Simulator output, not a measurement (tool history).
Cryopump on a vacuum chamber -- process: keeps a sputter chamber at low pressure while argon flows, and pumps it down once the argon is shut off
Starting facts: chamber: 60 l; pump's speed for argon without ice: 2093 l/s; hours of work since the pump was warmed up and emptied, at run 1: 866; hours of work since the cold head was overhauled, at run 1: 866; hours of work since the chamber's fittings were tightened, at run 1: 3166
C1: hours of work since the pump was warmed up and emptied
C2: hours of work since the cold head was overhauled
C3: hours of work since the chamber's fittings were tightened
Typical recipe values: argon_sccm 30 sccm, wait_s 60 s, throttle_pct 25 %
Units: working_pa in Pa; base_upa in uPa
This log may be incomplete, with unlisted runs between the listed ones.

run 1 hour=0 | argon_sccm=30 wait_s=60 throttle_pct=25 | C1=866 C2=866 C3=3166 | working_pa=0.1084 base_upa=3.1
-- hour=80.7 pump warmed up, emptied and cooled again
run 2 hour=96.1 | argon_sccm=30 wait_s=60 throttle_pct=25 | C1=9 C2=917 C3=3217 | working_pa=0.0969 base_upa=2.42
run 3 hour=212.2 | argon_sccm=30 wait_s=60 throttle_pct=25 | C1=73 C2=981 C3=3282 | working_pa=0.0989 base_upa=2.47
run 4 hour=301.8 | argon_sccm=30 wait_s=60 throttle_pct=25 | C1=124 C2=1032 C3=3332 | working_pa=0.0976 base_upa=2.65
run 5 hour=383.5 | argon_sccm=30 wait_s=60 throttle_pct=25 | C1=169 C2=1077 C3=3378 | working_pa=0.0989 base_upa=2.71
run 6 hour=511.3 | argon_sccm=30 wait_s=60 throttle_pct=25 | C1=241 C2=1149 C3=3449 | working_pa=0.0995 base_upa=2.73
run 7 hour=603.3 | argon_sccm=30 wait_s=60 throttle_pct=25 | C1=292 C2=1200 C3=3500 | working_pa=0.1005 base_upa=2.73
run 8 hour=732.1 | argon_sccm=45 wait_s=55 throttle_pct=36 | C1=364 C2=1272 C3=3572 | working_pa=0.1071 base_upa=2.86
run 9 hour=820.9 | argon_sccm=14 wait_s=101 throttle_pct=54 | C1=414 C2=1321 C3=3622 | working_pa=0.0231 base_upa=2.42
run 10 hour=922.1 | argon_sccm=14 wait_s=101 throttle_pct=54 | C1=470 C2=1378 C3=3679 | working_pa=0.0236 base_upa=2.49
run 11 hour=1043.2 | argon_sccm=14 wait_s=101 throttle_pct=54 | C1=538 C2=1446 C3=3746 | working_pa=0.0243 base_upa=2.55
run 12 hour=1175.5 | argon_sccm=24 wait_s=73 throttle_pct=37 | C1=612 C2=1520 C3=3820 | working_pa=0.0578 base_upa=2.88

Alternative continuations, all from the tool just after run 12; predict every row:
run A hour=1255.4 | argon_sccm=30 wait_s=60 throttle_pct=45 | C1=656 C2=1564 C3=3865 | working_pa=? base_upa=?
run B hour=1255.4 | argon_sccm=17 wait_s=178 throttle_pct=37 | C1=656 C2=1564 C3=3865 | working_pa=? base_upa=?
run C hour=1255.4 | argon_sccm=24 wait_s=37 throttle_pct=37 | C1=656 C2=1564 C3=3865 | working_pa=? base_upa=?
run D hour=1255.4 | argon_sccm=28 wait_s=230 throttle_pct=16 | C1=656 C2=1564 C3=3865 | working_pa=? base_upa=?

run=A working_pa=0.0608 base_upa=3.21
run=B working_pa=0.0422 base_upa=2.47
run=C working_pa=0.0591 base_upa=3.93
run=D working_pa=0.1482 base_upa=2.4
With the hidden condition removed and each run's random variation left untouched, the same runs would have given:
run=A working_pa=0.0532 base_upa=1.3
run=B working_pa=0.0379 base_upa=0.57
run=C working_pa=0.0529 base_upa=2.03
run=D working_pa=0.1411 base_upa=0.45

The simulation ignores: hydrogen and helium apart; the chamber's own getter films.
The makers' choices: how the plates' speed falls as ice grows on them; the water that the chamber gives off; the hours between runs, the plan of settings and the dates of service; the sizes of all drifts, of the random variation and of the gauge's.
